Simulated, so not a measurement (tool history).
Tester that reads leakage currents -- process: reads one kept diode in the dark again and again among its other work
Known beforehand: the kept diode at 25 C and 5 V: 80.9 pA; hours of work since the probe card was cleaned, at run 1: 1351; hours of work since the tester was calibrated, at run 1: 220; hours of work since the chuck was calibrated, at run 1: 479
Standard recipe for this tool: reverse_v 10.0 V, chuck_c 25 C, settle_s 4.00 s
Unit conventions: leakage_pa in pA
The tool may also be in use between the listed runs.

run,day,reverse_v,chuck_c,settle_s,hours of work since the probe card was cleaned,hours of work since the tester was calibrated,hours of work since the chuck was calibrated,leakage_pa
1,0.000,10.0,25,4.00,1351,220,479,134.98
2,0.829,10.0,25,4.00,1361,229,488,134.52
3,1.533,10.0,43,4.00,1369,238,497,633.61
4,2.258,10.0,25,0.40,1377,246,505,141.57
5,3.512,10.0,25,4.00,1392,261,520,135.93
6,4.679,2.8,25,4.00,1406,275,534,68.42
7,5.696,2.8,25,4.00,1418,286,546,68.52
8,6.546,2.8,25,4.00,1428,296,556,68.23
9,7.175,2.8,25,4.00,1435,304,563,68.96
10,8.108,2.8,25,4.00,1446,315,574,69.38
11,8.862,2.8,25,4.00,1455,324,583,69.17
12,9.958,2.8,25,4.00,1468,336,596,69.39
13,10.804,6.5,25,4.00,1478,346,605,109.37
14,11.608,10.0,25,4.00,1487,356,615,139.11
15,12.329,10.0,25,4.00,1496,364,623,139.80
16,13.492,10.0,25,4.00,1509,378,637,140.07
17,14.783,10.0,25,4.00,1524,393,652,140.50
18,15.767,10.0,25,4.00,1536,405,664,140.22
19,16.479,10.0,42,0.40,1544,413,672,605.88
20,17.354,2.3,25,2.67,1555,423,682,63.34
21,17.979,2.3,41,2.67,1562,431,690,259.15
22,19.288,10.0,47,3.29,1577,446,705,916.23
23,20.146,10.0,47,3.29,1587,456,715,919.13
# day 20.888: chuck's temperature calibrated
24,21.012,1.6,25,4.00,1596,465,1,46.74
25,21.996,6.5,39,3.88,1608,477,13,339.61
26,22.700,18.0,45,3.33,1616,485,21,961.98
27,23.317,2.7,45,3.33,1624,492,28,357.12
28,24.350,4.0,49,4.50,1636,504,41,606.29
29,25.362,4.0,49,4.50,1648,516,52,612.23
30,26.092,4.0,32,4.50,1656,525,61,144.40
31,26.912,10.0,26,3.33,1666,534,71,141.59
32,28.121,3.1,45,4.00,1680,549,85,387.50
33,29.279,2.6,36,4.00,1693,562,98,165.61
34,30.475,10.0,27,4.00,1707,576,112,154.98
35,31.129,14.8,53,0.33,1715,584,120,1683.20
36,32.062,19.4,27,4.00,1726,595,131,227.18

Alternative continuations, all from the tool just after run 36; predict every row:
A,32.704,1.2,44,4.85,1734,602,139,?
B,32.704,16.9,30,2.59,1734,602,139,?
C,32.704,16.5,25,4.00,1734,602,139,?
D,32.704,14.9,42,4.00,1734,602,139,?

run,leakage_pa
A,220.90
B,271.54
C,174.42
D,690.48
Take away the tool's hidden state, keep each run's random variation, and the runs would have read:
run,leakage_pa
A,215.22
B,244.82
C,150.24
D,658.69
